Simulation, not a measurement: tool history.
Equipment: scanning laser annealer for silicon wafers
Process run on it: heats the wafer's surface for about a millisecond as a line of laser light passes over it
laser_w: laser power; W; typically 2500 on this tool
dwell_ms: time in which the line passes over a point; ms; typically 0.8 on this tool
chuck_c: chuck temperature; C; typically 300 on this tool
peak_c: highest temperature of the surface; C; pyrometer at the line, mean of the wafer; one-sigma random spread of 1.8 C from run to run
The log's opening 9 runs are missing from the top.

| run | hour | laser_w | dwell_ms | chuck_c | peak_c |
|---|---|---|---|---|---|
| 10 | 443.2 | 2500 | 0.743 | 273 | 949 |
| 11 | 506.6 | 2500 | 0.743 | 273 | 946 |
|  | 550 | window over the wafer cleaned |
| 12 | 573.7 | 2500 | 0.8 | 300 | 1027 |
| 13 | 627.4 | 2500 | 0.8 | 300 | 1024 |
| 14 | 655.4 | 2500 | 0.8 | 300 | 1021 |
| 15 | 717 | 2500 | 0.8 | 300 | 1019 |
| 16 | 762.3 | 2500 | 0.8 | 300 | 1016 |
| 17 | 821.3 | 2361 | 0.8 | 300 | 967 |
| 18 | 860.1 | 2387 | 0.8 | 300 | 975 |
| 19 | 922.6 | 2387 | 0.8 | 300 | 972 |
| 20 | 970.6 | 2429 | 0.611 | 289 | 886 |
| 21 | 1030.5 | 2500 | 0.74 | 291 | 959 |
| 22 | 1062.8 | 2603 | 0.604 | 332 | 971 |
| 23 | 1111.2 | 2439 | 0.78 | 324 | 988 |
| 24 | 1170.9 | 2439 | 0.78 | 324 | 987 |
|  | 1186.8 | window over the wafer cleaned |
| 25 | 1215.2 | 2439 | 0.78 | 324 | 1022 |

What will run 26 give?
| 26 | 1279.4 | 2134 | 0.582 | 294 | ? |

peak_c: 810 C
With the hidden condition absent and the run-to-run variation left alone, this run would have shown peak_c 822 C.
